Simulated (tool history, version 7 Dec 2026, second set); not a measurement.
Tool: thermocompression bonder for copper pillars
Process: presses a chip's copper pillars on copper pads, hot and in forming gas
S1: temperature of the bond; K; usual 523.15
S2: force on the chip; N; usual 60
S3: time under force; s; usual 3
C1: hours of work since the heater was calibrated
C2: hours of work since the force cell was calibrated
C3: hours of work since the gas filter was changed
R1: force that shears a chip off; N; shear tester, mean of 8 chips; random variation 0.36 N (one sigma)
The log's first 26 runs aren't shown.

run 27 hour=167.7 | S1=552.15 S2=51 S3=3 | C1=940 C2=242 C3=434 | R1=67.7
-- hour=170 forming gas filter changed
run 28 hour=176.4 | S1=518.15 S2=67 S3=3 | C1=945 C2=247 C3=4 | R1=68.1
run 29 hour=185.3 | S1=523.15 S2=78 S3=2 | C1=951 C2=252 C3=10 | R1=72.5
run 30 hour=193.1 | S1=521.15 S2=80 S3=8 | C1=956 C2=257 C3=14 | R1=102.8
run 31 hour=200.8 | S1=521.15 S2=80 S3=8 | C1=961 C2=262 C3=19 | R1=102.8
run 32 hour=207.8 | S1=521.15 S2=80 S3=8 | C1=965 C2=266 C3=24 | R1=103.1
run 33 hour=216.5 | S1=521.15 S2=80 S3=8 | C1=970 C2=272 C3=29 | R1=103
run 34 hour=223.7 | S1=514.15 S2=60 S3=2 | C1=975 C2=276 C3=34 | R1=51.8
run 35 hour=230.2 | S1=536.15 S2=60 S3=3 | C1=979 C2=280 C3=38 | R1=73.7
run 36 hour=234.5 | S1=536.15 S2=60 S3=3 | C1=982 C2=283 C3=40 | R1=73.5

Forecast each of these 3 alternatives for the next run:
run A hour=241.2 | S1=529.15 S2=72 S3=4 | C1=986 C2=287 C3=44 | R1=?
run B hour=241.2 | S1=536.15 S2=60 S3=5 | C1=986 C2=287 C3=44 | R1=?
run C hour=241.2 | S1=509.15 S2=60 S3=3 | C1=986 C2=287 C3=44 | R1=?

run=A R1=86.8
run=B R1=85
run=C R1=56.1
Without the tool's hidden state the same runs would have given:
run=A R1=81.3
run=B R1=79.6
run=C R1=50.5

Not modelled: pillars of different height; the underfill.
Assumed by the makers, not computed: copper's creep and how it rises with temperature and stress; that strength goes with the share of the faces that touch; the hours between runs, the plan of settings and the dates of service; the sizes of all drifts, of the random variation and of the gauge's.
